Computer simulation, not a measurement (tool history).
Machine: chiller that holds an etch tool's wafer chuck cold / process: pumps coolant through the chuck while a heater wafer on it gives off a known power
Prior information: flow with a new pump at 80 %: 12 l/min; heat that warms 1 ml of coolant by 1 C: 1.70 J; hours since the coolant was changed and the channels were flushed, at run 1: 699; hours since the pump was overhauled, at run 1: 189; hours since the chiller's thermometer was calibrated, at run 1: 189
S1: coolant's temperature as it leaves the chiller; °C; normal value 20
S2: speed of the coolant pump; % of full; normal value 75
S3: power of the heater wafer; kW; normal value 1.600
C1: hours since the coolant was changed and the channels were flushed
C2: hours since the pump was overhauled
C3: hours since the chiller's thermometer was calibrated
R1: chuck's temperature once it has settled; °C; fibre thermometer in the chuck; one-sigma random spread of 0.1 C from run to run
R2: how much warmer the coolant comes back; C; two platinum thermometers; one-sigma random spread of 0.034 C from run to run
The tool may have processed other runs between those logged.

run,hour,S1,S2,S3,C1,C2,C3,R1,R2
1,0.0,20,75,1.600,699,189,189,39.2,5.01
2,25.0,19,75,1.600,724,214,214,38.3,5.05
3,40.4,20,75,1.600,740,229,229,39.1,4.98
4,54.7,20,75,1.600,754,243,243,39.3,5.02
5,86.4,20,75,1.636,786,275,275,39.5,5.11
6,105.2,20,75,1.636,805,294,294,39.4,5.09
7,125.5,20,75,1.636,825,314,314,39.7,5.05
8,145.5,20,75,1.636,845,334,334,39.7,5.03
9,171.7,20,75,1.636,871,360,360,39.7,5.04
10,189.0,20,75,1.636,888,378,378,39.7,5.01
11,208.1,20,75,1.636,908,397,397,39.5,5.03
12,225.7,20,75,1.650,925,414,414,39.8,5.05
13,257.9,20,75,1.650,957,446,446,39.9,5.04
14,276.8,20,75,1.650,976,465,465,39.9,5.02
15,295.9,20,75,1.600,995,484,484,39.1,4.89
16,317.1,23,80,1.442,1016,506,506,39.5,4.04
17,334.2,23,80,1.442,1034,523,523,39.6,4.00
18,361.3,20,81,1.482,1061,550,550,36.9,4.12
19,396.0,20,81,1.482,1095,585,585,36.7,4.12
20,412.6,20,96,0.844,1112,601,601,28.4,1.83
21,431.0,20,96,0.844,1130,620,620,28.4,1.84
22,463.2,20,96,0.844,1163,652,652,28.6,1.82
23,486.1,20,96,0.844,1185,675,675,28.3,1.73
24,518.4,20,96,1.676,1218,707,707,36.8,3.84
25,550.5,14,87,1.572,1250,739,739,30.9,3.91
26,581.5,11,96,1.600,1281,770,770,26.9,3.55
27,613.6,20,75,1.451,1313,802,802,37.5,4.17
28,647.9,14,75,1.600,1347,836,836,33.2,4.66
29,662.2,11,95,1.694,1362,851,851,28.0,3.87

5 ways to go on from here, each from the tool as it stands after run 29. What would each give?
A,685.0,13,75,1.600,1384,874,874,?,?
B,685.0,23,98,0.847,1384,874,874,?,?
C,685.0,16,63,1.085,1384,874,874,?,?
D,685.0,11,61,1.952,1384,874,874,?,?
E,685.0,20,75,1.353,1384,874,874,?,?

run,R1,R2
A,32.1,4.59
B,31.4,1.66
C,30.9,3.69
D,38.3,7.20
E,36.2,3.87
With the hidden condition removed and each run's random variation left untouched, the same runs would have given:
run,R1,R2
A,32.1,4.96
B,31.4,2.04
C,30.9,4.06
D,38.3,7.57
E,36.2,4.25
